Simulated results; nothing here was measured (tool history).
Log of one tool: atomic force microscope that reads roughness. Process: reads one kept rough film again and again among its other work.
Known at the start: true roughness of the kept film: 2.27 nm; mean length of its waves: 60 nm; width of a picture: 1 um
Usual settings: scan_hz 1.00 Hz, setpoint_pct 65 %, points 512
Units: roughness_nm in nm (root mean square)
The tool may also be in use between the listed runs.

run   hour  scan_hz  setpoint_pct  points  roughness_nm
  1    0.0     1.00            65     512         2.133
  2   45.0     1.00            65     512         2.157
      49.9  -- new tip fitted
  3  118.9     1.00            77     512         2.043
     131.3  -- new tip fitted
  4  174.0     1.00            77     512         2.043
     212.0  -- new tip fitted
  5  242.4     1.00            77     512         2.038
     294.1  -- new tip fitted
  6  302.7     1.00            77     512         2.063
     375.4  -- new tip fitted
  7  386.6     0.88            63     599         2.145
  8  433.5     0.88            63     599         2.168
     457.4  -- new tip fitted
  9  477.0     0.88            63     599         2.156
 10  530.4     0.88            57     324         2.173
     540.3  -- new tip fitted
 11  605.1     0.88            57     324         2.189
     625.9  -- new tip fitted
 12  682.0     0.88            57     324         2.181

3 ways to go on from here, each from the tool as it stands after run 12. What would each give?
     710.7  -- new tip fitted
  A  766.2     3.02            61     531             ?
     710.7  -- new tip fitted
  B  766.2     0.75            84     721             ?
     710.7  -- new tip fitted
  C  766.2     2.86            57     301             ?

run  roughness_nm
  A         2.015
  B         2.058
  C         2.052
Without the tool's hidden state the same runs would have given:
run  roughness_nm
  A         2.018
  B         2.061
  C         2.055
